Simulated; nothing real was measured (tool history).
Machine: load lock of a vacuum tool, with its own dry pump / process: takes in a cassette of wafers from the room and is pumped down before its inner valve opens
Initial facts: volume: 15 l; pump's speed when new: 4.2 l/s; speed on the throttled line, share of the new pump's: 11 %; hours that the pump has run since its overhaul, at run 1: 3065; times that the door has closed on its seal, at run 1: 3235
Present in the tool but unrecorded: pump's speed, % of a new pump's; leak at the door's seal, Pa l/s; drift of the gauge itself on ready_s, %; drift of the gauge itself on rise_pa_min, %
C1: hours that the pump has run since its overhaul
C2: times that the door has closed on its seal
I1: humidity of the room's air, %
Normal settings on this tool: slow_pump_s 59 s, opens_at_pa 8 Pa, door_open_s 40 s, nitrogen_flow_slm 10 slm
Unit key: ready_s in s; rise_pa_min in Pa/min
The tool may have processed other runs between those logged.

{"run": 1, "hour": 0.0, "slow_pump_s": 59, "opens_at_pa": 8, "door_open_s": 40, "nitrogen_flow_slm": 10, "C1": 3065, "C2": 3235, "I1": 43.5, "ready_s": 87.4, "rise_pa_min": 0.068}
{"run": 2, "hour": 158.3, "slow_pump_s": 59, "opens_at_pa": 8, "door_open_s": 40, "nitrogen_flow_slm": 10, "C1": 3223, "C2": 3402, "I1": 43.7, "ready_s": 86.5, "rise_pa_min": 0.07}
{"run": 3, "hour": 317.8, "slow_pump_s": 59, "opens_at_pa": 8, "door_open_s": 40, "nitrogen_flow_slm": 10, "C1": 3382, "C2": 3570, "I1": 46.5, "ready_s": 87.2, "rise_pa_min": 0.077}
{"run": 4, "hour": 506.1, "slow_pump_s": 59, "opens_at_pa": 8, "door_open_s": 40, "nitrogen_flow_slm": 10, "C1": 3571, "C2": 3769, "I1": 43.3, "ready_s": 88.7, "rise_pa_min": 0.067}
{"run": 5, "hour": 632.2, "slow_pump_s": 89, "opens_at_pa": 8, "door_open_s": 40, "nitrogen_flow_slm": 10, "C1": 3697, "C2": 3902, "I1": 42.5, "ready_s": 114.6, "rise_pa_min": 0.067}
{"run": 6, "hour": 769.9, "slow_pump_s": 89, "opens_at_pa": 8, "door_open_s": 40, "nitrogen_flow_slm": 10, "C1": 3835, "C2": 4047, "I1": 47.7, "ready_s": 114.7, "rise_pa_min": 0.076}
{"run": 7, "hour": 879.0, "slow_pump_s": 59, "opens_at_pa": 12, "door_open_s": 40, "nitrogen_flow_slm": 10, "C1": 3944, "C2": 4163, "I1": 43.6, "ready_s": 86.5, "rise_pa_min": 0.073}
{"run": 8, "hour": 1041.0, "slow_pump_s": 59, "opens_at_pa": 16, "door_open_s": 40, "nitrogen_flow_slm": 36, "C1": 4106, "C2": 4334, "I1": 43.9, "ready_s": 86.4, "rise_pa_min": 0.042}
{"run": 9, "hour": 1227.5, "slow_pump_s": 59, "opens_at_pa": 12, "door_open_s": 172, "nitrogen_flow_slm": 13, "C1": 4292, "C2": 4530, "I1": 46.0, "ready_s": 85.8, "rise_pa_min": 0.133}

Expected results for the next run?
{"run": 10, "hour": 1452.3, "slow_pump_s": 72, "opens_at_pa": 9, "door_open_s": 37, "nitrogen_flow_slm": 31, "C1": 4517, "C2": 4768, "I1": 42.7, "ready_s": "?", "rise_pa_min": "?"}

{"run 10": {"ready_s": 99.6, "rise_pa_min": 0.044}}
On a tool with no hidden condition, and with the same random variation, this run would have come out at ready_s 97.8 s, rise_pa_min 0.037 Pa/min.

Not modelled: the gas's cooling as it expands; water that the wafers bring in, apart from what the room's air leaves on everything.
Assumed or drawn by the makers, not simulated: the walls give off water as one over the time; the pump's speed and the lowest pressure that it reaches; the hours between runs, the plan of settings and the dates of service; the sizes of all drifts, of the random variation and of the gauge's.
